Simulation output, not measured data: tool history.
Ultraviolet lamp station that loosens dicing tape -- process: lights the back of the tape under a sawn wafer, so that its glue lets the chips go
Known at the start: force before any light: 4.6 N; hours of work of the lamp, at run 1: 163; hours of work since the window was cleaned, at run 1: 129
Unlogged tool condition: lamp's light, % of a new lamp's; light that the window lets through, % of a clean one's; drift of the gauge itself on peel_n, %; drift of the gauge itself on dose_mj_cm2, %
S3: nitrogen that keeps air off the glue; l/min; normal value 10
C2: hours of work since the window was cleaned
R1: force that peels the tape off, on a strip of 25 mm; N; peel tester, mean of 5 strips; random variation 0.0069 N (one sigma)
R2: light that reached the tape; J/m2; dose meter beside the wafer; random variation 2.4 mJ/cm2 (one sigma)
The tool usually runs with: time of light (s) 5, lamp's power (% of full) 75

Run 1, hour 0: usual settings; hours of work of the lamp 163; C2 129. Result: R1 0.279 N, R2 2170 J/m2.
Run 2, hour 8.9: usual settings; hours of work of the lamp 168; C2 134. Result: R1 0.303 N, R2 2180 J/m2.
Run 3, hour 13.6: usual settings; hours of work of the lamp 170; C2 136. Result: R1 0.29 N, R2 2140 J/m2.
Run 4, hour 20.6: usual settings; hours of work of the lamp 173; C2 140. Result: R1 0.307 N, R2 2140 J/m2.
Run 5, hour 24.4: usual settings but S3 6 l/min; hours of work of the lamp 175; C2 142. Result: R1 0.415 N, R2 2160 J/m2.
Run 6, hour 32.9: usual settings; hours of work of the lamp 179; C2 146. Result: R1 0.303 N, R2 2150 J/m2.
Run 7, hour 40.9: usual settings; hours of work of the lamp 183; C2 150. Result: R1 0.296 N, R2 2130 J/m2.
Run 8, hour 47.8: usual settings; hours of work of the lamp 187; C2 153. Result: R1 0.309 N, R2 2140 J/m2.
Run 9, hour 53.9: usual settings; hours of work of the lamp 190; C2 156. Result: R1 0.304 N, R2 2120 J/m2.
Run 10, hour 61.5: usual settings; hours of work of the lamp 194; C2 160. Result: R1 0.306 N, R2 2110 J/m2.
Run 11, hour 67.4: usual settings; hours of work of the lamp 197; C2 163. Result: R1 0.297 N, R2 2120 J/m2.
Run 12, hour 73.4: usual settings; hours of work of the lamp 200; C2 166. Result: R1 0.306 N, R2 2120 J/m2.
Run 13, hour 79.6: usual settings; hours of work of the lamp 203; C2 169. Result: R1 0.326 N, R2 2060 J/m2.
Run 14, hour 84.3: usual settings; hours of work of the lamp 205; C2 171. Result: R1 0.336 N, R2 2070 J/m2.
Run 15, hour 91: usual settings but lamp's power (% of full) 92; hours of work of the lamp 208; C2 175. Result: R1 0.222 N, R2 2550 J/m2.
Run 16, hour 99.8: usual settings but lamp's power (% of full) 92; hours of work of the lamp 213; C2 179. Result: R1 0.227 N, R2 2560 J/m2.
Run 17, hour 108: usual settings but lamp's power (% of full) 92; hours of work of the lamp 217; C2 183. Result: R1 0.237 N, R2 2560 J/m2.
Run 18, hour 115.9: usual settings but lamp's power (% of full) 92; hours of work of the lamp 221; C2 187. Result: R1 0.228 N, R2 2500 J/m2.
Run 19, hour 122.4: usual settings but lamp's power (% of full) 92; hours of work of the lamp 224; C2 190. Result: R1 0.241 N, R2 2540 J/m2.
Run 20, hour 129.5: usual settings but lamp's power (% of full) 92; hours of work of the lamp 227; C2 194. Result: R1 0.234 N, R2 2520 J/m2.
Run 21, hour 133.9: usual settings but lamp's power (% of full) 92; hours of work of the lamp 230; C2 196. Result: R1 0.232 N, R2 2510 J/m2.
Run 22, hour 141.5: usual settings; hours of work of the lamp 233; C2 200. Result: R1 0.332 N, R2 2070 J/m2.
Run 23, hour 146: usual settings but time of light (s) 3, lamp's power (% of full) 73; hours of work of the lamp 236; C2 202. Result: R1 0.835 N, R2 1200 J/m2.
Run 24, hour 150.5: usual settings but time of light (s) 3, lamp's power (% of full) 73; hours of work of the lamp 238; C2 204. Result: R1 0.838 N, R2 1170 J/m2.
At hour 151.7: window cleaned of glue's vapour.
Run 25, hour 155.9: usual settings but time of light (s) 8, lamp's power (% of full) 70, S3 5 l/min; hours of work of the lamp 240; C2 2. Result: R1 0.261 N, R2 2940 J/m2.
Run 26, hour 164: usual settings but time of light (s) 3, lamp's power (% of full) 70, S3 8 l/min; hours of work of the lamp 244; C2 6. Result: R1 1.05 N, R2 1060 J/m2.
At hour 165.6: window cleaned of glue's vapour, once more.
Run 27, hour 172.4: usual settings but time of light (s) 3, lamp's power (% of full) 65; hours of work of the lamp 248; C2 3. Result: R1 0.771 N, R2 1240 J/m2.
Run 28, hour 181.4: usual settings but time of light (s) 3, lamp's power (% of full) 74; hours of work of the lamp 253; C2 8. Result: R1 0.634 N, R2 1380 J/m2.
Run 29, hour 190.2: usual settings but time of light (s) 2, lamp's power (% of full) 84, S3 5 l/min; hours of work of the lamp 257; C2 12. Result: R1 1.423 N, R2 1050 J/m2.
Run 30, hour 195.2: usual settings but time of light (s) 2, lamp's power (% of full) 84, S3 5 l/min; hours of work of the lamp 260; C2 15. Result: R1 1.383 N, R2 1070 J/m2.
Run 31, hour 200.8: usual settings but time of light (s) 2, lamp's power (% of full) 84, S3 5 l/min; hours of work of the lamp 262; C2 18. Result: R1 1.425 N, R2 1040 J/m2.
Run 32, hour 206.3: usual settings but time of light (s) 3; hours of work of the lamp 265; C2 20. Result: R1 0.641 N, R2 1400 J/m2.
Run 33, hour 211: usual settings but time of light (s) 3, lamp's power (% of full) 84; hours of work of the lamp 268; C2 23. Result: R1 0.533 N, R2 1570 J/m2.
Run 34, hour 219.4: usual settings but time of light (s) 3, lamp's power (% of full) 84; hours of work of the lamp 272; C2 27. Result: R1 0.524 N, R2 1530 J/m2.
Run 35, hour 223.8: usual settings but time of light (s) 3, lamp's power (% of full) 84; hours of work of the lamp 274; C2 29. Result: R1 0.521 N, R2 1540 J/m2.
Run 36, hour 231.5: usual settings but time of light (s) 3, lamp's power (% of full) 84; hours of work of the lamp 278; C2 33. Result: R1 0.555 N, R2 1550 J/m2.
Run 37, hour 236.1: usual settings but time of light (s) 3, lamp's power (% of full) 84; hours of work of the lamp 280; C2 35. Result: R1 0.54 N, R2 1580 J/m2.
Run 38, hour 245: usual settings but time of light (s) 4, lamp's power (% of full) 88, S3 4 l/min; hours of work of the lamp 284; C2 39. Result: R1 0.544 N, R2 2130 J/m2.
Run 39, hour 249.1: usual settings but time of light (s) 4, lamp's power (% of full) 88, S3 4 l/min; hours of work of the lamp 286; C2 41. Result: R1 0.561 N, R2 2150 J/m2.
Run 40, hour 256.5: usual settings but time of light (s) 4, lamp's power (% of full) 88, S3 4 l/min; hours of work of the lamp 290; C2 45. Result: R1 0.557 N, R2 2130 J/m2.
Run 41, hour 264.5: usual settings but lamp's power (% of full) 63; hours of work of the lamp 294; C2 49. Result: R1 0.369 N, R2 1890 J/m2.
Run 42, hour 273.7: usual settings but lamp's power (% of full) 63; hours of work of the lamp 299; C2 54. Result: R1 0.372 N, R2 1920 J/m2.
Run 43, hour 281.3: usual settings but time of light (s) 3, lamp's power (% of full) 69, S3 12 l/min; hours of work of the lamp 302; C2 58. Result: R1 0.673 N, R2 1240 J/m2.

Selected run-to-run steps in R1, each split into two signed amounts: the part the tool would show with no hidden state at all (from settings, incoming material and random variation), and the remainder, which goes to the hidden state together with any gauge scatter not common to the measured and the hidden-state-free results:
Run 24 -> 25: time of light (s) 3 -> 8, lamp's power (% of full) 73 -> 70, S3 10 -> 5, window cleaned of glue's vapour. R1 -0.577 N: hidden state -0.162, all else -0.415.
Run 25 -> 26: time of light (s) 8 -> 3, S3 5 -> 8. R1 +0.789 N: hidden state +0.243, all else +0.546.
Run 26 -> 27: lamp's power (% of full) 70 -> 65, S3 8 -> 10, window cleaned of glue's vapour, once more. R1 -0.279 N: hidden state -0.257, all else -0.022.
Run 28 -> 29: time of light (s) 3 -> 2, lamp's power (% of full) 74 -> 84, S3 10 -> 5. R1 +0.789 N: hidden state +0.037, all else +0.752.
Run 31 -> 32: time of light (s) 2 -> 3, lamp's power (% of full) 84 -> 75, S3 5 -> 10. R1 -0.784 N: hidden state -0.032, all else -0.752.
